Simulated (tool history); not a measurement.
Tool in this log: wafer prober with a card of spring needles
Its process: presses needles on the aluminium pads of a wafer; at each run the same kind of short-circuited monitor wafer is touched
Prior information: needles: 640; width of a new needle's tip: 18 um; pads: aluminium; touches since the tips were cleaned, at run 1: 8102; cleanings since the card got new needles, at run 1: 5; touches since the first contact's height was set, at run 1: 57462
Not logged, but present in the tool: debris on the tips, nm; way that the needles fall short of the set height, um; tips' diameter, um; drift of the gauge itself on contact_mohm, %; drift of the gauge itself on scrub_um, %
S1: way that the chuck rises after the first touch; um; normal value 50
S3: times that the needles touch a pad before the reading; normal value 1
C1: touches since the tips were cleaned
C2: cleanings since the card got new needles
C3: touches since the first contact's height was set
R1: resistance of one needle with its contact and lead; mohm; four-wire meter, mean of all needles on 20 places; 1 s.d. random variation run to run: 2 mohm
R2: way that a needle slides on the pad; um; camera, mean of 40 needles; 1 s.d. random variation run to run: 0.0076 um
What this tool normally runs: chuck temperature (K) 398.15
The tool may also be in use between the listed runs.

Run 1, day 0: usual settings; C1 8102; C2 5; C3 57462. Result: R1 374 mohm, R2 13.572 um.
At day 0.062: tips cleaned on abrasive film.
At day 0.575: tips cleaned on abrasive film.
Run 2, day 0.638: usual settings; C1 1039; C2 7; C3 68083. Result: R1 308 mohm, R2 13.524 um.
Run 3, day 1.071: usual settings; C1 8403; C2 7; C3 75447. Result: R1 382 mohm, R2 13.524 um.
At day 1.117: tips cleaned on abrasive film.
Run 4, day 1.562: usual settings; C1 7527; C2 8; C3 83640. Result: R1 373 mohm, R2 13.52 um.
At day 1.621: tips cleaned on abrasive film.
At day 1.958: height of the first contact set anew.
Run 5, day 2.1: usual settings but S1 53 um; C1 7896; C2 9; C3 2386. Result: R1 364 mohm, R2 14.241 um.
At day 2.162: tips cleaned on abrasive film.
At day 2.683: tips cleaned on abrasive film.
Run 6, day 2.738: usual settings; C1 915; C2 11; C3 13011. Result: R1 284 mohm, R2 13.405 um.
At day 3.221: tips cleaned on abrasive film.
Run 7, day 3.362: usual settings but chuck temperature (K) 313.15; C1 2426; C2 12; C3 23529. Result: R1 354 mohm, R2 13.374 um.
At day 3.746: tips cleaned on abrasive film.
Run 8, day 3.833: usual settings but chuck temperature (K) 313.15; C1 1490; C2 13; C3 31440. Result: R1 304 mohm, R2 13.352 um.
Run 9, day 4.212: usual settings but chuck temperature (K) 313.15; C1 7844; C2 13; C3 37794. Result: R1 391 mohm, R2 13.359 um.
At day 4.262: tips cleaned on abrasive film.
At day 4.8: tips cleaned on abrasive film.
Run 10, day 4.904: usual settings but chuck temperature (K) 326.15; C1 1795; C2 15; C3 49395. Result: R1 325 mohm, R2 13.32 um.
At day 5.329: tips cleaned on abrasive film.
Run 11, day 5.458: usual settings but chuck temperature (K) 326.15; C1 2182; C2 16; C3 58664. Result: R1 331 mohm, R2 13.311 um.
At day 5.85: tips cleaned on abrasive film.
Run 12, day 5.992: usual settings but chuck temperature (K) 326.15; C1 2449; C2 17; C3 67649. Result: R1 351 mohm, R2 13.295 um.
At day 6.092: height of the first contact set anew, once more.
At day 6.4: tips cleaned on abrasive film.
Run 13, day 6.433: usual settings but chuck temperature (K) 326.15; C1 543; C2 18; C3 5674. Result: R1 256 mohm, R2 13.611 um.
At day 6.912: tips cleaned on abrasive film.
Run 14, day 7.021: usual settings but chuck temperature (K) 326.15; C1 1804; C2 19; C3 15541. Result: R1 310 mohm, R2 13.603 um.
Run 15, day 7.312: usual settings but chuck temperature (K) 307.15; C1 6777; C2 19; C3 20514. Result: R1 381 mohm, R2 13.597 um.
At day 7.446: tips cleaned on abrasive film.
Run 16, day 7.65: usual settings but S1 38 um, S3 3; C1 3484; C2 20; C3 26123. Result: R1 317 mohm, R2 10.309 um.
At day 7.958: tips cleaned on abrasive film.
Run 17, day 7.958: usual settings but S1 38 um, S3 3; C1 0; C2 21; C3 31263. Result: R1 238 mohm, R2 10.29 um.
Run 18, day 8.404: usual settings but S1 33 um, chuck temperature (K) 303.15; C1 7515; C2 21; C3 38778. Result: R1 614 mohm, R2 8.926 um.
At day 8.462: tips cleaned on abrasive film.
Run 19, day 8.696: usual settings but chuck temperature (K) 368.15; C1 3968; C2 22; C3 43692. Result: R1 368 mohm, R2 13.552 um.
At day 9.021: tips cleaned on abrasive film.
Run 20, day 9.371: usual settings; C1 5962; C2 23; C3 55019. Result: R1 382 mohm, R2 13.529 um.
At day 9.55: tips cleaned on abrasive film.
Run 21, day 9.925: usual settings; C1 6362; C2 24; C3 64326. Result: R1 383 mohm, R2 13.514 um.
At day 10.088: tips cleaned on abrasive film.
Run 22, day 10.571: usual settings but S1 44 um, chuck temperature (K) 299.15, S3 2; C1 8182; C2 25; C3 75188. Result: R1 345 mohm, R2 11.877 um.
At day 10.629: tips cleaned on abrasive film.
At day 11.15: tips cleaned on abrasive film.
Run 23, day 11.188: usual settings but S1 44 um, chuck temperature (K) 299.15, S3 2; C1 644; C2 27; C3 85414. Result: R1 244 mohm, R2 11.816 um.
At day 11.471: height of the first contact set anew.
At day 11.704: tips cleaned on abrasive film.
Run 24, day 11.838: usual settings but S1 32 um; C1 2220; C2 28; C3 6103. Result: R1 496 mohm, R2 8.707 um.
At day 12.217: tips cleaned on abrasive film.
Run 25, day 12.425: usual settings but S1 32 um; C1 3508; C2 29; C3 16017. Result: R1 566 mohm, R2 8.711 um.
Run 26, day 12.708: usual settings but S1 32 um, chuck temperature (K) 376.15; C1 8298; C2 29; C3 20807. Result: R1 629 mohm, R2 8.697 um.
At day 12.746: tips cleaned on abrasive film.
At day 13.262: tips cleaned on abrasive film.
Run 27, day 13.325: usual settings but S1 40 um, chuck temperature (K) 376.15, S3 2; C1 1026; C2 31; C3 31047. Result: R1 298 mohm, R2 10.857 um.
Run 28, day 13.75: usual settings but S1 40 um, chuck temperature (K) 376.15, S3 2; C1 8231; C2 31; C3 38252. Result: R1 377 mohm, R2 10.857 um.

Forecast each of these 5 alternatives for the next run:
At day 13.8: tips cleaned on abrasive film.
Run A, day 14.158: usual settings but S1 54 um, chuck temperature (K) 376.15, S3 2; C1 6110; C2 32; C3 45123. Result: R1 ?, R2 ?.
At day 13.8: tips cleaned on abrasive film.
Run B, day 14.158: usual settings but S1 40 um, chuck temperature (K) 329.15, S3 2; C1 6110; C2 32; C3 45123. Result: R1 ?, R2 ?.
At day 13.8: tips cleaned on abrasive film.
Run C, day 14.158: usual settings but S1 33 um, chuck temperature (K) 376.15, S3 2; C1 6110; C2 32; C3 45123. Result: R1 ?, R2 ?.
At day 13.8: tips cleaned on abrasive film.
Run D, day 14.158: usual settings but S1 41 um, chuck temperature (K) 312.15, S3 2; C1 6110; C2 32; C3 45123. Result: R1 ?, R2 ?.
At day 13.8: tips cleaned on abrasive film.
Run E, day 14.158: usual settings but S1 42 um, S3 3; C1 6110; C2 32; C3 45123. Result: R1 ?, R2 ?.

run   R1      R2
  A  305  14.651
  B  372  10.824
  C  447   8.926
  D  364  11.088
  E  308  11.373
Had the tool no hidden state, the same runs would have come out as:
run   R1      R2
  A  215  14.731
  B  208  10.903
  C  229   9.005
  D  204  11.168
  E  226  11.452
